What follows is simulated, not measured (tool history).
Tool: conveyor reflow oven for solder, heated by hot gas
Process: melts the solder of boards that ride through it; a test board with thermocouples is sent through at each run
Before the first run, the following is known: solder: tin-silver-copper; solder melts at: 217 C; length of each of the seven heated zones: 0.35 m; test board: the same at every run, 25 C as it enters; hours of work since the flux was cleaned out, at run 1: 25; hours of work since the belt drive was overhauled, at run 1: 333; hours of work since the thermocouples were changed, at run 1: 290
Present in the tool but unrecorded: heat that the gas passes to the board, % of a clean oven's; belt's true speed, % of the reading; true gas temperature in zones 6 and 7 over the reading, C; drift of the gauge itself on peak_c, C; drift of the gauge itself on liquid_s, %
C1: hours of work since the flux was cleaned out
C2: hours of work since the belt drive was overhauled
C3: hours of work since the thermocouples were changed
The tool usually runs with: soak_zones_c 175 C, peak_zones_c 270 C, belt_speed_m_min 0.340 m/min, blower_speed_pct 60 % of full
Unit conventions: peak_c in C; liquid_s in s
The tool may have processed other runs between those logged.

Run 1, day 0.000: usual settings; C1 25; C2 333; C3 290. Result: peak_c 258.1 C, liquid_s 101.0 s.
Run 2, day 0.583: usual settings; C1 31; C2 339; C3 296. Result: peak_c 258.2 C, liquid_s 101.5 s.
Run 3, day 1.029: usual settings; C1 36; C2 343; C3 300. Result: peak_c 258.1 C, liquid_s 101.7 s.
Run 4, day 1.567: usual settings; C1 41; C2 348; C3 306. Result: peak_c 258.3 C, liquid_s 101.4 s.
Run 5, day 1.996: usual settings; C1 45; C2 353; C3 310. Result: peak_c 258.3 C, liquid_s 100.6 s.
Run 6, day 2.667: usual settings; C1 52; C2 359; C3 317. Result: peak_c 258.2 C, liquid_s 100.5 s.
Run 7, day 3.267: usual settings; C1 58; C2 365; C3 323. Result: peak_c 258.2 C, liquid_s 101.2 s.
Run 8, day 3.758: usual settings but blower_speed_pct 89 % of full; C1 63; C2 370; C3 328. Result: peak_c 263.6 C, liquid_s 108.1 s.
Run 9, day 4.167: usual settings but blower_speed_pct 89 % of full; C1 67; C2 374; C3 332. Result: peak_c 263.3 C, liquid_s 107.5 s.
Run 10, day 4.862: usual settings but blower_speed_pct 54 % of full; C1 74; C2 381; C3 339. Result: peak_c 256.5 C, liquid_s 99.4 s.
Run 11, day 5.304: usual settings; C1 78; C2 386; C3 343. Result: peak_c 258.0 C, liquid_s 101.5 s.
Run 12, day 6.075: usual settings; C1 86; C2 393; C3 351. Result: peak_c 258.1 C, liquid_s 101.5 s.
Run 13, day 6.988: usual settings; C1 95; C2 402; C3 360. Result: peak_c 258.0 C, liquid_s 102.0 s.
Run 14, day 7.700: usual settings; C1 102; C2 409; C3 367. Result: peak_c 258.0 C, liquid_s 101.1 s.
Run 15, day 8.333: usual settings; C1 108; C2 416; C3 373. Result: peak_c 258.2 C, liquid_s 100.9 s.
Run 16, day 8.942: usual settings; C1 114; C2 422; C3 379. Result: peak_c 258.4 C, liquid_s 101.5 s.
Run 17, day 9.350: usual settings but soak_zones_c 171 C; C1 119; C2 426; C3 383. Result: peak_c 257.8 C, liquid_s 98.1 s.
Run 18, day 10.050: usual settings but soak_zones_c 171 C; C1 126; C2 433; C3 390. Result: peak_c 257.8 C, liquid_s 98.1 s.
Run 19, day 10.833: usual settings but belt_speed_m_min 0.372 m/min; C1 133; C2 441; C3 398. Result: peak_c 255.9 C, liquid_s 89.6 s.
Run 20, day 11.238: usual settings but soak_zones_c 182 C, peak_zones_c 275 C, belt_speed_m_min 0.347 m/min, blower_speed_pct 83 % of full; C1 137; C2 445; C3 402. Result: peak_c 267.8 C, liquid_s 111.3 s.
Run 21, day 12.121: usual settings but soak_zones_c 164 C, peak_zones_c 269 C, belt_speed_m_min 0.293 m/min, blower_speed_pct 54 % of full; C1 146; C2 454; C3 411. Result: peak_c 258.5 C, liquid_s 112.8 s.
Run 22, day 12.775: usual settings but soak_zones_c 164 C, peak_zones_c 276 C, belt_speed_m_min 0.293 m/min, blower_speed_pct 54 % of full; C1 153; C2 460; C3 418. Result: peak_c 265.0 C, liquid_s 119.2 s.
Run 23, day 13.708: usual settings but soak_zones_c 164 C, peak_zones_c 276 C, belt_speed_m_min 0.293 m/min, blower_speed_pct 54 % of full; C1 162; C2 469; C3 427. Result: peak_c 265.0 C, liquid_s 118.9 s.
Run 24, day 14.517: usual settings but soak_zones_c 164 C, peak_zones_c 276 C, belt_speed_m_min 0.293 m/min, blower_speed_pct 54 % of full; C1 170; C2 477; C3 435. Result: peak_c 264.7 C, liquid_s 119.1 s.
Run 25, day 15.204: usual settings but soak_zones_c 164 C, peak_zones_c 276 C, belt_speed_m_min 0.293 m/min, blower_speed_pct 54 % of full; C1 177; C2 484; C3 442. Result: peak_c 265.1 C, liquid_s 119.0 s.
Run 26, day 16.133: usual settings but soak_zones_c 164 C, peak_zones_c 272 C, belt_speed_m_min 0.355 m/min, blower_speed_pct 56 % of full; C1 186; C2 494; C3 451. Result: peak_c 256.0 C, liquid_s 88.3 s.
Run 27, day 16.746: usual settings but soak_zones_c 164 C, peak_zones_c 272 C, belt_speed_m_min 0.355 m/min, blower_speed_pct 56 % of full; C1 192; C2 500; C3 457. Result: peak_c 256.1 C, liquid_s 88.6 s.

Estimate the outcome of run 28 from the log above:
Run 28, day 17.275: usual settings but blower_speed_pct 68 % of full; C1 198; C2 505; C3 462. Result: peak_c ?, liquid_s ?.

{"run 28": {"peak_c": 260.2, "liquid_s": 103.9}}
Minus the tool's unlogged condition, the same run would have read peak_c 260.2 C, liquid_s 103.9 s.

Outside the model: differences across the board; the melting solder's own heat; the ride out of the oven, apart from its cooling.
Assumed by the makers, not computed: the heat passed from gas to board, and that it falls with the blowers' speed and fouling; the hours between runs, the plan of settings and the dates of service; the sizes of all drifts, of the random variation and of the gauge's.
